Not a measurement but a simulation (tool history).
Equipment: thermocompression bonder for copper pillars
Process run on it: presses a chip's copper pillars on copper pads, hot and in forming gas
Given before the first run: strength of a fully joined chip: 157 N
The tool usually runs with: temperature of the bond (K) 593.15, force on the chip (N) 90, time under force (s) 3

run	hour	temperature of the bond (K)	force on the chip (N)	time under force (s)	force that shears a chip off (N)
1	0.0	593.15	90	3	76.0
2	47.6	593.15	90	3	75.1
3	85.8	593.15	90	3	73.3
4	112.7	593.15	90	3	73.7
5	133.0	598.15	90	3	76.7
6	171.4	593.15	90	3	72.3
7	194.8	593.15	90	3	71.6
8	225.8	593.15	90	3	70.0
9	255.0	593.15	90	3	68.8
10	287.4	593.15	90	3	68.2
11	307.8	593.15	90	3	68.3
12	351.3	593.15	90	3	69.1
# hour 358.1: forming gas filter changed
13	383.6	593.15	90	3	74.2
14	412.8	593.15	90	3	73.8
15	444.9	608.15	90	3	83.3
16	474.6	608.15	90	3	83.4
17	516.5	593.15	90	3	68.4
18	539.9	593.15	90	3	69.9
19	566.4	574.15	90	3	54.3
# hour 610.1: heater calibrated with a thermocouple chip
20	611.3	574.15	90	3	56.2
21	640.3	566.15	130	3	75.7

Expected results for the next run?
22	686.8	566.15	130	3	?

{"run 22": {"force that shears a chip off (N)": 74.6}}
Had the tool carried no hidden state, the very same run would have given force that shears a chip off (N) 85.1.

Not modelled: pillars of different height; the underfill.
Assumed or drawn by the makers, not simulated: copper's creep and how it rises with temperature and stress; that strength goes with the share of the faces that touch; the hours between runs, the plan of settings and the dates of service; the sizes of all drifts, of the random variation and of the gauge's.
